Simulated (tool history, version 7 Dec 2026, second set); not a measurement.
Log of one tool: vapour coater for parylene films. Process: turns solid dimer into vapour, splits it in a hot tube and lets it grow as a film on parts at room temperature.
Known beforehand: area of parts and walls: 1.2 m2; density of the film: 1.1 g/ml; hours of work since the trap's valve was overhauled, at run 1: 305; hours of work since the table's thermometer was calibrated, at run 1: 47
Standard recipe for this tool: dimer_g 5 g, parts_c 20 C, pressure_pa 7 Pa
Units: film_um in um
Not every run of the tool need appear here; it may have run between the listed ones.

run	hour	dimer_g	parts_c	pressure_pa	hours of work since the trap's valve was overhauled	hours of work since the table's thermometer was calibrated	film_um
1	0	5	20	7	305	47	1.6
2	27.8	5	20	7	320	62	1.66
3	76.7	5	20	7	348	90	1.6
4	107.5	5	20	7	365	107	1.6
5	147.7	5	20	7	388	129	1.6
6	197.2	5	20	7	415	157	1.6
7	231.3	5	12	7	434	176	1.86
8	269	5	12	7	455	197	1.89
9	297	5	20	4.39	471	213	1.76
10	334.5	5	20	4.39	492	234	1.75
# hour 347.6: trap's valve overhauled
11	367.6	5	20	4.39	11	250	1.91
12	394.7	5	20	4.39	26	265	1.89
13	416.7	5	20	4.39	39	278	1.91
14	450.3	5	20	4.39	57	296	1.92
15	491.2	5	20	7	80	319	1.7
16	517.1	5	20	7	95	334	1.72
17	568.8	5	20	7	124	363	1.67
18	607.7	5	29	7	146	385	1.38
19	644.5	5	20	7	166	405	1.71
20	690.5	5	20	7	192	431	1.67
21	727.5	5	20	7	213	452	1.67
22	762.9	3	21	4.06	232	471	1.12
23	813.5	3	21	4.06	261	500	1.08
24	864.1	3	22	4.06	289	528	1.07
25	896.7	4	25	7	307	546	1.16
26	929.9	9	24	3.3	326	565	3.21
27	981.7	9	30	4.62	355	594	2.58
28	1018.1	3	30	6.25	375	614	0.82
29	1050	3	18	7	393	632	1
30	1097.5	9	14	2.15	419	658	4.23
31	1145.1	2	25	7	446	685	0.54
32	1182.7	5	20	5.83	467	706	1.65
33	1205.8	2	20	4.12	480	719	0.72
# hour 1241.2: trap's valve overhauled
34	1241.2	4	12	5.73	0	737	1.71
35	1287.6	4	12	5.73	26	763	1.7
36	1322.1	8	18	2.22	45	782	3.67
37	1373.6	9	18	5.59	74	811	3.37
38	1419.3	2	18	5.83	100	836	0.74
39	1457.2	4	18	5.81	121	857	1.48
40	1497.7	4	18	5.81	144	880	1.49

Some steps in film_um between neighbouring runs. How much of each would the tool show without its hidden state too (settings, what came in, random variation), and how much is left for the hidden state, with any gauge scatter that isn't in both results?
The hidden state here: vapour lost through the trap's worn valve, %; true temperature of the parts over the reading, C; drift of the gauge itself on film_um, %.
Run 10 -> 11: trap's valve overhauled. film_um +0.16 um: hidden state +0.16, all else +0.
Run 29 -> 30: dimer_g 3 -> 9, parts_c 18 -> 14, pressure_pa 7 -> 2.15. film_um +3.23 um: hidden state -0.28, all else +3.51.
Run 30 -> 31: dimer_g 9 -> 2, parts_c 14 -> 25, pressure_pa 2.15 -> 7. film_um -3.69 um: hidden state +0.31, all else -4.
Run 37 -> 38: dimer_g 9 -> 2, pressure_pa 5.59 -> 5.83. film_um -2.63 um: hidden state +0.06, all else -2.69.
